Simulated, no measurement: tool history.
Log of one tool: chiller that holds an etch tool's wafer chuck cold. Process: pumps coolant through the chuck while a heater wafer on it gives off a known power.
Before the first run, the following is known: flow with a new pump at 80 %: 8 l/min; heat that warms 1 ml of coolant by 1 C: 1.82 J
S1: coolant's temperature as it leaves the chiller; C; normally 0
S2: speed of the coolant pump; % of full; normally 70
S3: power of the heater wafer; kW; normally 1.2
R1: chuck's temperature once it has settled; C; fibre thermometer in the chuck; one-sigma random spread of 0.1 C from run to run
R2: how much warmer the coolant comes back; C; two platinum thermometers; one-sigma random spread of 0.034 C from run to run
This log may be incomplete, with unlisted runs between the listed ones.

run    hour   S1  S2     S3    R1    R2
  1       0    0  70    1.2  15.2   6.2
         35  -- coolant changed, channels flushed
  2   115.1    0  70    1.2  13.8  6.13
  3   227.7    0  70    1.2  13.6   6.2
  4   317.3    0  70    1.2  13.7  6.22
      366.8  -- chiller's thermometer calibrated
  5   412.1    0  70    1.2  13.3  6.26
  6   486.8    9  70    1.2  22.4  6.24
  7   560.1    9  70    1.2  22.3  6.25
  8   645.4    0  70  0.706   7.9  3.67
  9   756.9    0  87    1.2  11.7  5.11
 10     856    0  70    1.2  13.7  6.32
 11   973.2    0  70    1.2  13.8  6.35
 12  1036.4    0  70    1.2  13.8  6.33
 13  1099.2    0  70  0.773   9.2  4.11
 14  1160.6    6  70    1.2  20.2  6.43
 15  1238.7    0  79    1.2    13  5.62
 16  1320.5    0  94    1.2  11.6   4.8
 17  1389.3    0  90  1.157  11.5  4.87
 18  1491.5   -1  91    1.2  11.1  4.98
 19  1588.5   -1  91    1.2  11.1  5.02
 20  1694.1    5  99    1.2  16.5  4.61
 21  1756.2    3  76    1.2    17     6
 22  1845.3    3  76    1.2    17  5.94
 23  1925.2    3  76    1.2    17     6
 24  2008.6    3  76    1.2    17  6.03
 25  2096.8    0  79    1.2  13.7  5.84
 26  2210.2    8  99  1.768  25.7   6.9
 27  2329.1    3  70  0.676  11.6  3.72
 28  2387.9    0  94  1.369  14.3  5.69
 29  2485.3    4  64  0.708  13.6  4.22
 30  2548.5    0  70  0.689   8.9   3.8
 31    2618  -10  70  1.766  12.7  9.78
     2656.7  -- coolant pump overhauled
 32  2703.4  -10  70  1.766  10.3  8.27

Each row is a separate what-if for the run after 32, all from the same tool condition, not one after another. Results?
  A  2770  -10  61  1.522   ?   ?
  B  2770    0  70  1.148   ?   ?
  C  2770    0  70  0.879   ?   ?
  D  2770    9  91  0.716   ?   ?

run    R1    R2
  A   9.2  8.09
  B  13.3  5.44
  C  10.2  4.16
  D  16.2  2.58
Without the tool's unlogged condition, the same runs would have read:
run    R1    R2
  A     7  8.09
  B  11.6  5.44
  C   8.9  4.16
  D  15.1  2.58

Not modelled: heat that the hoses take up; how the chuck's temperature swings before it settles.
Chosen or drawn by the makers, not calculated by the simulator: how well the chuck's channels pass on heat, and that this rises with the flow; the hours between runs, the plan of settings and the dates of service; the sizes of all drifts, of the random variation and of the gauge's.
